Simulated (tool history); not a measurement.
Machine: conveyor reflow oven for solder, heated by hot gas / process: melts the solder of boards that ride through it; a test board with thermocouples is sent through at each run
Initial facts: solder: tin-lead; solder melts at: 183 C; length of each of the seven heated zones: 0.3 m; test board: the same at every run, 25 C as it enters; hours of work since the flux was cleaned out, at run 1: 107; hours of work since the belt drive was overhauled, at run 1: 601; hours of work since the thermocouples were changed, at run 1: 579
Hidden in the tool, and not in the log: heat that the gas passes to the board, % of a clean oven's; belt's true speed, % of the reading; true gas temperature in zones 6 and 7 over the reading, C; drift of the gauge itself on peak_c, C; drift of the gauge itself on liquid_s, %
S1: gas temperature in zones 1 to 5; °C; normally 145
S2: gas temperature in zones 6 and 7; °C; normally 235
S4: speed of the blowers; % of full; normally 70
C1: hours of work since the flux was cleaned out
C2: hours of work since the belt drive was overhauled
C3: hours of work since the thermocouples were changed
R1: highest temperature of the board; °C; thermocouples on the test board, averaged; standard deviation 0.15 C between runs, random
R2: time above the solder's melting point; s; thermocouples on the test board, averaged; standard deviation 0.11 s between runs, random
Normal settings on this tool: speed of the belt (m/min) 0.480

run 1 hour=0.0 | S1=145 S2=235 speed_of_the_belt_(m/min)=0.480 S4=70 | C1=107 C2=601 C3=579 | R1=217.3 R2=59.3
run 2 hour=19.1 | S1=145 S2=235 speed_of_the_belt_(m/min)=0.480 S4=70 | C1=116 C2=610 C3=588 | R1=216.9 R2=59.3
run 3 hour=54.5 | S1=145 S2=235 speed_of_the_belt_(m/min)=0.480 S4=70 | C1=133 C2=627 C3=605 | R1=217.0 R2=59.1
run 4 hour=85.4 | S1=145 S2=235 speed_of_the_belt_(m/min)=0.480 S4=70 | C1=147 C2=641 C3=620 | R1=217.2 R2=59.2
run 5 hour=109.0 | S1=145 S2=235 speed_of_the_belt_(m/min)=0.480 S4=70 | C1=159 C2=652 C3=631 | R1=216.8 R2=59.1
run 6 hour=131.6 | S1=145 S2=235 speed_of_the_belt_(m/min)=0.474 S4=70 | C1=169 C2=663 C3=642 | R1=217.0 R2=60.0
run 7 hour=158.6 | S1=145 S2=235 speed_of_the_belt_(m/min)=0.474 S4=70 | C1=182 C2=676 C3=654 | R1=217.2 R2=60.2
run 8 hour=183.1 | S1=145 S2=235 speed_of_the_belt_(m/min)=0.474 S4=70 | C1=194 C2=687 C3=666 | R1=217.0 R2=60.1
-- hour=209.6 flux residue cleaned out of gas plates and filters
run 9 hour=209.6 | S1=145 S2=235 speed_of_the_belt_(m/min)=0.474 S4=70 | C1=0 C2=698 C3=676 | R1=217.8 R2=60.9
run 10 hour=241.1 | S1=145 S2=235 speed_of_the_belt_(m/min)=0.480 S4=63 | C1=15 C2=713 C3=691 | R1=215.7 R2=57.7
run 11 hour=271.8 | S1=145 S2=235 speed_of_the_belt_(m/min)=0.480 S4=63 | C1=29 C2=727 C3=706 | R1=215.4 R2=57.9
run 12 hour=294.1 | S1=145 S2=235 speed_of_the_belt_(m/min)=0.480 S4=63 | C1=40 C2=738 C3=716 | R1=215.2 R2=58.0
run 13 hour=326.2 | S1=145 S2=235 speed_of_the_belt_(m/min)=0.480 S4=63 | C1=55 C2=753 C3=731 | R1=215.4 R2=57.8
-- hour=342.6 belt drive overhauled, speed set with a stopwatch
run 14 hour=356.4 | S1=145 S2=235 speed_of_the_belt_(m/min)=0.480 S4=63 | C1=68 C2=7 C3=744 | R1=215.5 R2=58.4
run 15 hour=383.7 | S1=145 S2=235 speed_of_the_belt_(m/min)=0.480 S4=63 | C1=81 C2=19 C3=757 | R1=215.6 R2=58.4
run 16 hour=402.5 | S1=145 S2=226 speed_of_the_belt_(m/min)=0.450 S4=70 | C1=89 C2=28 C3=766 | R1=211.4 R2=59.6
run 17 hour=435.8 | S1=147 S2=235 speed_of_the_belt_(m/min)=0.480 S4=70 | C1=105 C2=44 C3=781 | R1=217.2 R2=61.3
-- hour=442.0 belt drive overhauled, speed set with a stopwatch, once more
-- hour=458.8 thermocouples of zones 6 and 7 changed
run 18 hour=468.4 | S1=147 S2=229 speed_of_the_belt_(m/min)=0.480 S4=82 | C1=118 C2=12 C3=5 | R1=215.7 R2=58.7

Run 19 has not been measured yet. What should we expect?
run 19 hour=488.7 | S1=139 S2=235 speed_of_the_belt_(m/min)=0.473 S4=70 | C1=128 C2=21 C3=14 | R1=? R2=?

{"run 19": {"R1": 216.9, "R2": 56.6}}
If the tool had no hidden condition, the same run with the same run-to-run variation would have returned R1 218.1 °C, R2 57.6 s.
